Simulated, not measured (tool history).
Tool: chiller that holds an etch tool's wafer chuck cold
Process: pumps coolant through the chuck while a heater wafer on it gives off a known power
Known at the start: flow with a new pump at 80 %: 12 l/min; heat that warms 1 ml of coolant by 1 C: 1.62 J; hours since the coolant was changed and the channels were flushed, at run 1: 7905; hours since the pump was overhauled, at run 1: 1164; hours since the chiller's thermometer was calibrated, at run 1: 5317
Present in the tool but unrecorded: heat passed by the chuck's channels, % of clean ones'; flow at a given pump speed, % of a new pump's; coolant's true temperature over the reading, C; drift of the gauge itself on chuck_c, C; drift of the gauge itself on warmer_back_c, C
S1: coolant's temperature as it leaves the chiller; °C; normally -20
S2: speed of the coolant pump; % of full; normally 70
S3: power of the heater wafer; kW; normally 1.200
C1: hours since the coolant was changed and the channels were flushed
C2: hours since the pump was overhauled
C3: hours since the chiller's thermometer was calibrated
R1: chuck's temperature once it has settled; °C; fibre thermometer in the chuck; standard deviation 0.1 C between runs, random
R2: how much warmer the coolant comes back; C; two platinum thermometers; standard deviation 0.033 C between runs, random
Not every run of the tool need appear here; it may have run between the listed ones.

run	day	S1	S2	S3	C1	C2	C3	R1	R2
1	0.000	-20	70	1.200	7905	1164	5317	-7.1	4.26
2	1.683	-20	70	1.200	7946	1205	5357	-6.9	4.26
3	2.833	-28	70	1.200	7973	1232	5385	-15.0	4.28
4	4.142	-28	60	1.200	8005	1264	5416	-13.6	4.98
5	5.783	-20	87	1.200	8044	1303	5456	-8.9	3.46
6	7.429	-20	87	1.200	8084	1342	5495	-8.7	3.43
7	8.621	-20	87	1.200	8112	1371	5524	-8.6	3.48
8	9.812	-20	87	1.200	8141	1400	5553	-8.7	3.48
9	11.629	-20	87	1.200	8184	1443	5596	-8.7	3.46

What does the tool deliver on the next run?
10	12.833	-20	87	1.200	8213	1472	5625	?	?

R1: -8.6 °C
R2: 3.44 C
With the hidden condition absent and the run-to-run variation left alone, this run would have shown R1 -9.8 °C, R2 3.39 C.
